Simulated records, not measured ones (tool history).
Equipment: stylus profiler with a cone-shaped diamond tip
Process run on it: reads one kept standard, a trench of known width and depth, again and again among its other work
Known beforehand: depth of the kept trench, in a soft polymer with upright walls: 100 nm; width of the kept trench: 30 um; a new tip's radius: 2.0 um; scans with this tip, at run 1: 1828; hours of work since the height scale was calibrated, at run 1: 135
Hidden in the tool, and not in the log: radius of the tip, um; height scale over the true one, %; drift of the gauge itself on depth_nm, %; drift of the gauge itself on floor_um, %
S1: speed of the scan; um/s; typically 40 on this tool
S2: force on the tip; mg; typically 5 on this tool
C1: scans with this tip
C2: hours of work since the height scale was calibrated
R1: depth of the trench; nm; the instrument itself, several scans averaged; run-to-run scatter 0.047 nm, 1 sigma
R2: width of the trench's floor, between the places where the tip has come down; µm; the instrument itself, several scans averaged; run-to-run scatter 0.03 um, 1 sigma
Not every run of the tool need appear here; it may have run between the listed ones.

Run 1, hour 0: usual settings; C1 1828; C2 135. Result: R1 102.73 nm, R2 28.46 µm.
Run 2, hour 46.3: usual settings but S2 9.94 mg; C1 2191; C2 162. Result: R1 104.27 nm, R2 28.53 µm.
Run 3, hour 82.5: usual settings but S2 5.62 mg; C1 2474; C2 183. Result: R1 102.93 nm, R2 28.42 µm.
Run 4, hour 116.1: usual settings but S2 5.62 mg; C1 2737; C2 202. Result: R1 102.91 nm, R2 28.42 µm.
Run 5, hour 165.1: usual settings; C1 3121; C2 231. Result: R1 102.65 nm, R2 28.3 µm.
Run 6, hour 194.3: usual settings; C1 3350; C2 248. Result: R1 102.66 nm, R2 28.28 µm.
Run 7, hour 224.4: usual settings; C1 3586; C2 265. Result: R1 102.65 nm, R2 28.25 µm.
Run 8, hour 276.7: usual settings; C1 3995; C2 295. Result: R1 102.65 nm, R2 28.18 µm.
Run 9, hour 309.8: usual settings but S1 12 um/s; C1 4255; C2 315. Result: R1 102.64 nm, R2 28.27 µm.
Run 10, hour 342: usual settings but S1 12 um/s; C1 4507; C2 333. Result: R1 102.59 nm, R2 28.3 µm.
Run 11, hour 384.2: usual settings; C1 4837; C2 358. Result: R1 102.65 nm, R2 28.18 µm.
Run 12, hour 433.6: usual settings but S1 22 um/s, S2 10.7 mg; C1 5224; C2 386. Result: R1 104.38 nm, R2 28.23 µm.
Run 13, hour 463.7: usual settings but S2 3.36 mg; C1 5460; C2 404. Result: R1 102 nm, R2 28.07 µm.
Run 14, hour 506: usual settings but S1 149 um/s, S2 4.73 mg; C1 5792; C2 428. Result: R1 102.41 nm, R2 27.85 µm.
Run 15, hour 535: usual settings but S1 87 um/s, S2 6.43 mg; C1 6019; C2 445. Result: R1 103.06 nm, R2 28.03 µm.
Run 16, hour 578.5: usual settings but S1 88 um/s, S2 9.44 mg; C1 6359; C2 470. Result: R1 104.01 nm, R2 28.06 µm.
Run 17, hour 610.7: usual settings but S1 72 um/s, S2 4.21 mg; C1 6612; C2 489. Result: R1 102.29 nm, R2 27.96 µm.
Run 18, hour 645.2: usual settings but S1 154 um/s, S2 3.95 mg; C1 6882; C2 509. Result: R1 102.14 nm, R2 27.74 µm.
Run 19, hour 691.3: usual settings but S1 65 um/s, S2 11.21 mg; C1 7243; C2 536. Result: R1 104.45 nm, R2 27.99 µm.
Run 20, hour 720.9: usual settings but S1 24 um/s, S2 11.21 mg; C1 7475; C2 553. Result: R1 104.53 nm, R2 28.03 µm.
Run 21, hour 754.9: usual settings but S1 45 um/s, S2 4.77 mg; C1 7742; C2 572. Result: R1 102.5 nm, R2 27.91 µm.

Forecast each of these 3 alternatives for the next run:
Run A, hour 809.8: usual settings but S1 146 um/s, S2 4.77 mg; C1 8171; C2 604. Result: R1 ?, R2 ?.
Run B, hour 809.8: usual settings but S1 11 um/s, S2 5.89 mg; C1 8171; C2 604. Result: R1 ?, R2 ?.
Run C, hour 809.8: usual settings but S1 45 um/s, S2 6.69 mg; C1 8171; C2 604. Result: R1 ?, R2 ?.

run      R1     R2
  A  102.43  27.75
  B  102.84  28.02
  C   103.1  27.93
Without the tool's unlogged condition, the same runs would have read:
run      R1     R2
  A  102.61  28.47
  B  103.02  28.74
  C  103.28  28.66
